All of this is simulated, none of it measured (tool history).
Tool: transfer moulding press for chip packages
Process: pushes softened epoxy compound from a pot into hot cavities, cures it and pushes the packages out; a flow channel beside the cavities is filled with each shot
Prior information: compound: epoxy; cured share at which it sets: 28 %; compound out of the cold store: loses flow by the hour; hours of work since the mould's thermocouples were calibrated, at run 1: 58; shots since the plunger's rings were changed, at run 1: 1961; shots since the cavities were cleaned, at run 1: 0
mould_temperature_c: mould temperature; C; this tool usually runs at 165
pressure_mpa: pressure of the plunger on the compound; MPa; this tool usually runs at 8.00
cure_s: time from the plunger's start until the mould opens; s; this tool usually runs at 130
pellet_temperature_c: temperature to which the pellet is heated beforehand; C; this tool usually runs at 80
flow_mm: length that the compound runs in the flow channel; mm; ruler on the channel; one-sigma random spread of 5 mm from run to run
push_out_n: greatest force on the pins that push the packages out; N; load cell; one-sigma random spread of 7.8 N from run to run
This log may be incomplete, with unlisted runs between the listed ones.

| run | hour | mould_temperature_c | pressure_mpa | cure_s | pellet_temperature_c | hours of work since the mould's thermocouples were calibrated | shots since the plunger's rings were changed | shots since the cavities were cleaned | incoming compound's hours out of the cold store | flow_mm | push_out_n |
|---|---|---|---|---|---|---|---|---|---|---|---|
| 1 | 0.0 | 165 | 8.00 | 130 | 80 | 58 | 1961 | 0 | 43.6 | 819 | 305 |
| 2 | 59.4 | 165 | 8.00 | 130 | 80 | 83 | 2355 | 394 | 22.2 | 937 | 346 |
| 3 | 108.4 | 165 | 6.01 | 130 | 80 | 104 | 2679 | 718 | 26.0 | 785 | 323 |
| 4 | 157.3 | 165 | 8.00 | 130 | 80 | 125 | 3002 | 1041 | 11.7 | 1002 | 330 |
|  | 164.8 | cavities cleaned with cleaning compound and waxed |
| 5 | 192.6 | 158 | 8.00 | 130 | 80 | 139 | 3226 | 184 | 11.2 | 1016 | 569 |
| 6 | 238.7 | 158 | 8.00 | 130 | 80 | 159 | 3531 | 489 | 36.0 | 866 | 502 |
| 7 | 301.1 | 158 | 8.00 | 130 | 78 | 185 | 3944 | 902 | 28.0 | 920 | 511 |
|  | 327.7 | cavities cleaned with cleaning compound and waxed |
| 8 | 337.4 | 165 | 8.00 | 130 | 80 | 200 | 4175 | 64 | 47.2 | 805 | 327 |
| 9 | 394.7 | 172 | 8.00 | 130 | 80 | 225 | 4554 | 443 | 11.7 | 987 | 286 |
|  | 417.3 | plunger's sealing rings changed |
| 10 | 455.0 | 172 | 8.00 | 130 | 80 | 249 | 249 | 825 | 43.8 | 806 | 284 |
| 11 | 487.0 | 172 | 8.00 | 130 | 80 | 263 | 461 | 1037 | 36.5 | 844 | 277 |
|  | 492.1 | cavities cleaned with cleaning compound and waxed |
| 12 | 551.5 | 172 | 8.00 | 130 | 80 | 289 | 878 | 393 | 25.2 | 903 | 271 |
| 13 | 594.7 | 172 | 8.00 | 130 | 80 | 308 | 1164 | 679 | 16.0 | 959 | 263 |
| 14 | 628.6 | 165 | 8.00 | 130 | 80 | 322 | 1388 | 903 | 22.1 | 927 | 344 |
|  | 636.1 | mould's thermocouples calibrated |
|  | 660.0 | cavities cleaned with cleaning compound and waxed |
| 15 | 662.1 | 165 | 8.00 | 130 | 80 | 10 | 1587 | 14 | 35.6 | 860 | 318 |
| 16 | 702.9 | 171 | 8.00 | 157 | 71 | 28 | 1857 | 284 | 8.0 | 1011 | 267 |
| 17 | 768.8 | 165 | 8.54 | 145 | 76 | 56 | 2293 | 720 | 37.3 | 877 | 292 |
| 18 | 796.6 | 165 | 8.66 | 145 | 78 | 68 | 2477 | 904 | 25.9 | 957 | 294 |
|  | 824.1 | cavities cleaned with cleaning compound and waxed |
| 19 | 838.6 | 165 | 8.66 | 118 | 83 | 85 | 2745 | 96 | 39.1 | 870 | 374 |
| 20 | 893.2 | 165 | 8.66 | 118 | 83 | 108 | 3106 | 457 | 43.1 | 848 | 369 |
| 21 | 922.9 | 165 | 8.66 | 118 | 83 | 121 | 3303 | 654 | 16.9 | 1001 | 410 |
| 22 | 956.6 | 165 | 8.66 | 118 | 83 | 135 | 3526 | 877 | 38.3 | 872 | 380 |
|  | 985.2 | cavities cleaned with cleaning compound and waxed |
| 23 | 996.8 | 165 | 8.66 | 118 | 83 | 151 | 3782 | 76 | 19.6 | 978 | 374 |
| 24 | 1061.3 | 163 | 7.94 | 133 | 83 | 179 | 4209 | 503 | 15.7 | 980 | 377 |

Run 25, settings as shown, results not yet in. Your forecast:
| 25 | 1122.4 | 163 | 7.94 | 133 | 83 | 205 | 4613 | 907 | 25.5 | ? | ? |

flow_mm: 912 mm
push_out_n: 346 N
Take away the tool's hidden state, keep the run-to-run variation as it was, and the same run would have given flow_mm 913 mm, push_out_n 340 N.
